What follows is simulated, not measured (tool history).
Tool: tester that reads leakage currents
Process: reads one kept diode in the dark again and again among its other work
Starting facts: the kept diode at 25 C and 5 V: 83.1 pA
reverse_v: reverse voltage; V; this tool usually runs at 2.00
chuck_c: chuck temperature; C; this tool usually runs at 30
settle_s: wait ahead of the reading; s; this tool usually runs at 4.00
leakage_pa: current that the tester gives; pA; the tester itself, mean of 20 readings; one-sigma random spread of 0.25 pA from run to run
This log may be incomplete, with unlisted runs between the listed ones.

| run | hour | reverse_v | chuck_c | settle_s | leakage_pa |
|---|---|---|---|---|---|
| 1 | 0.0 | 2.00 | 30 | 4.00 | 79.21 |
| 2 | 50.7 | 2.00 | 30 | 4.00 | 79.23 |
| 3 | 92.9 | 3.81 | 30 | 4.00 | 103.22 |
| 4 | 134.2 | 2.00 | 26 | 4.00 | 59.41 |
| 5 | 164.3 | 2.00 | 30 | 6.12 | 78.97 |
| 6 | 195.8 | 2.00 | 30 | 4.00 | 78.51 |
| 7 | 225.5 | 5.00 | 30 | 4.00 | 115.32 |
| 8 | 268.6 | 5.00 | 30 | 4.00 | 115.83 |
| 9 | 319.9 | 5.00 | 30 | 4.00 | 115.58 |
| 10 | 370.6 | 5.00 | 30 | 4.00 | 114.70 |
| 11 | 423.2 | 5.00 | 30 | 4.00 | 114.22 |
| 12 | 472.6 | 2.00 | 30 | 4.00 | 77.64 |
| 13 | 495.2 | 2.00 | 30 | 4.00 | 77.66 |
| 14 | 530.4 | 2.00 | 30 | 2.01 | 77.43 |
| 15 | 583.6 | 2.00 | 30 | 2.01 | 76.76 |
| 16 | 634.1 | 2.00 | 30 | 4.00 | 77.03 |
| 17 | 684.9 | 2.00 | 30 | 4.00 | 76.93 |
| 18 | 731.6 | 2.00 | 30 | 4.00 | 76.72 |
| 19 | 765.0 | 2.00 | 30 | 4.00 | 76.31 |
| 20 | 805.5 | 2.00 | 30 | 4.00 | 76.26 |
| 21 | 841.8 | 2.00 | 30 | 4.00 | 76.42 |
| 22 | 869.3 | 2.00 | 30 | 2.07 | 76.12 |
| 23 | 916.4 | 15.32 | 59 | 0.70 | 1165.56 |
| 24 | 970.6 | 2.00 | 30 | 3.07 | 75.62 |
| 25 | 1004.0 | 4.13 | 60 | 0.57 | 718.71 |
|  | 1022.8 | chuck's temperature calibrated |
| 26 | 1042.1 | 4.13 | 60 | 0.57 | 781.11 |
| 27 | 1075.6 | 4.13 | 60 | 0.57 | 781.17 |

Predict the results of run 28:
| 28 | 1118.2 | 4.13 | 60 | 0.57 | ? |

{"run 28": {"leakage_pa": 779.58}}
With the hidden condition absent and the run-to-run variation left alone, this run would have shown leakage_pa 794.81 pA.
